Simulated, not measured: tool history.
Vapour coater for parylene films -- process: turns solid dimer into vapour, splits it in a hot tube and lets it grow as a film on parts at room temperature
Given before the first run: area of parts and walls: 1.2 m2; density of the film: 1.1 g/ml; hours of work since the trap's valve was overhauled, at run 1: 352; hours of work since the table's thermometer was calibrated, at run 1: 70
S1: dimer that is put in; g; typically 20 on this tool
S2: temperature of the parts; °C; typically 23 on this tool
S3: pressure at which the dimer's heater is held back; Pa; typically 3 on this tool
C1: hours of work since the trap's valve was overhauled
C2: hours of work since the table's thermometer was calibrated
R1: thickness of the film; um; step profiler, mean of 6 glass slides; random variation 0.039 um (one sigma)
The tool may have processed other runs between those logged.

Run 1, day 0: usual settings; C1 352; C2 70. Result: R1 7.7 um.
Run 2, day 0.642: usual settings but S2 20 °C; C1 360; C2 77. Result: R1 8.28 um.
Run 3, day 1.246: usual settings but S2 20 °C; C1 366; C2 84. Result: R1 8.21 um.
Run 4, day 1.962: usual settings but S1 10 g; C1 374; C2 92. Result: R1 3.81 um.
Run 5, day 2.562: usual settings; C1 381; C2 99. Result: R1 7.66 um.
Run 6, day 3.096: usual settings; C1 387; C2 105. Result: R1 7.66 um.
Run 7, day 3.546: usual settings; C1 392; C2 110. Result: R1 7.67 um.
Run 8, day 4.058: usual settings but S1 9 g; C1 398; C2 115. Result: R1 3.46 um.
Run 9, day 4.692: usual settings but S1 9 g; C1 405; C2 122. Result: R1 3.42 um.
At day 5.271: trap's valve overhauled.
Run 10, day 5.429: usual settings but S1 31 g; C1 2; C2 129. Result: R1 12.76 um.
Run 11, day 6.092: usual settings but S1 31 g; C1 9; C2 136. Result: R1 12.79 um.
Run 12, day 6.538: usual settings; C1 14; C2 141. Result: R1 8.22 um.
Run 13, day 6.954: usual settings; C1 19; C2 146. Result: R1 8.3 um.
Run 14, day 7.35: usual settings; C1 23; C2 150. Result: R1 8.2 um.
Run 15, day 7.771: usual settings; C1 28; C2 155. Result: R1 8.17 um.
Run 16, day 8.325: usual settings; C1 34; C2 161. Result: R1 8.2 um.
Run 17, day 8.742: usual settings but S1 9 g; C1 39; C2 166. Result: R1 3.66 um.
Run 18, day 9.262: usual settings but S1 9 g; C1 44; C2 171. Result: R1 3.68 um.
Run 19, day 9.908: usual settings; C1 52; C2 179. Result: R1 8.14 um.
Run 20, day 10.508: usual settings but S1 8 g; C1 58; C2 185. Result: R1 3.26 um.
Run 21, day 11.192: usual settings but S1 8 g; C1 66; C2 193. Result: R1 3.21 um.
Run 22, day 11.675: usual settings but S1 34 g; C1 71; C2 198. Result: R1 13.87 um.
Run 23, day 12.162: usual settings but S1 34 g; C1 77; C2 204. Result: R1 13.76 um.
Run 24, day 12.583: usual settings but S1 34 g; C1 81; C2 208. Result: R1 13.61 um.
Run 25, day 13.304: usual settings but S1 10 g, S3 5.36 Pa; C1 89; C2 216. Result: R1 3.57 um.
Run 26, day 13.933: usual settings but S1 10 g, S3 5.36 Pa; C1 96; C2 223. Result: R1 3.54 um.
Run 27, day 14.312: usual settings but S1 14 g, S2 30 °C, S3 9.77 Pa; C1 101; C2 228. Result: R1 3.73 um.
Run 28, day 14.842: usual settings but S1 35 g, S2 24 °C, S3 7.21 Pa; C1 107; C2 233. Result: R1 11.51 um.
Run 29, day 15.188: usual settings but S1 11 g, S2 32 °C, S3 3.39 Pa; C1 110; C2 237. Result: R1 3.45 um.
Run 30, day 15.667: usual settings but S1 11 g, S2 32 °C, S3 3.39 Pa; C1 116; C2 243. Result: R1 3.45 um.
Run 31, day 16.2: usual settings but S1 12 g, S2 21 °C; C1 122; C2 249. Result: R1 5.05 um.
Run 32, day 16.754: usual settings but S1 33 g, S2 20 °C, S3 6.11 Pa; C1 128; C2 255. Result: R1 12.21 um.
Run 33, day 17.508: usual settings but S1 18 g, S2 16 °C, S3 6.11 Pa; C1 136; C2 263. Result: R1 7.42 um.
Run 34, day 18.025: usual settings but S1 19 g, S2 18 °C, S3 3.5 Pa; C1 142; C2 269. Result: R1 8.31 um.
Run 35, day 18.7: usual settings but S1 19 g, S2 18 °C, S3 3.5 Pa; C1 150; C2 276. Result: R1 8.34 um.
Run 36, day 19.383: usual settings but S1 10 g, S2 27 °C, S3 11.91 Pa; C1 157; C2 284. Result: R1 2.75 um.
Run 37, day 19.879: usual settings but S1 8 g; C1 163; C2 290. Result: R1 3.17 um.
Run 38, day 20.254: usual settings but S1 34 g, S3 9.29 Pa; C1 167; C2 294. Result: R1 10.75 um.
Run 39, day 20.979: usual settings but S1 34 g, S3 9.29 Pa; C1 175; C2 302. Result: R1 10.76 um.
Run 40, day 21.512: usual settings but S1 30 g, S2 34 °C, S3 2.45 Pa; C1 181; C2 308. Result: R1 9.34 um.
Run 41, day 21.917: usual settings but S1 25 g, S2 22 °C, S3 6.73 Pa; C1 185; C2 312. Result: R1 8.59 um.
Run 42, day 22.692: usual settings but S2 25 °C, S3 6.73 Pa; C1 194; C2 321. Result: R1 6.35 um.
Run 43, day 23.458: usual settings but S1 30 g, S2 22 °C, S3 4.7 Pa; C1 203; C2 329. Result: R1 11.03 um.
Run 44, day 23.875: usual settings but S1 12 g, S2 19 °C, S3 5.61 Pa; C1 207; C2 334. Result: R1 4.59 um.
Run 45, day 24.562: usual settings but S1 12 g, S2 19 °C, S3 4.44 Pa; C1 215; C2 342. Result: R1 4.81 um.
Run 46, day 25.317: usual settings but S1 12 g, S2 19 °C, S3 4.44 Pa; C1 223; C2 350. Result: R1 4.82 um.
Run 47, day 25.896: usual settings but S1 9 g, S2 19 °C, S3 3.63 Pa; C1 230; C2 357. Result: R1 3.75 um.
Run 48, day 26.662: usual settings but S1 9 g, S2 32 °C, S3 6.59 Pa; C1 238; C2 365. Result: R1 2.38 um.

Across each entry between runs, compare the hidden state at the last listed run before it with the hidden state at the first listed run after it:
In the gap between runs 9 and 10: trap's valve overhauled (day 5.271)
  vapour lost through the trap's worn valve, %: 7.9 -> 0.6
  measured result minus the result with no hidden state, R1: -0.29 -> -0.07 um
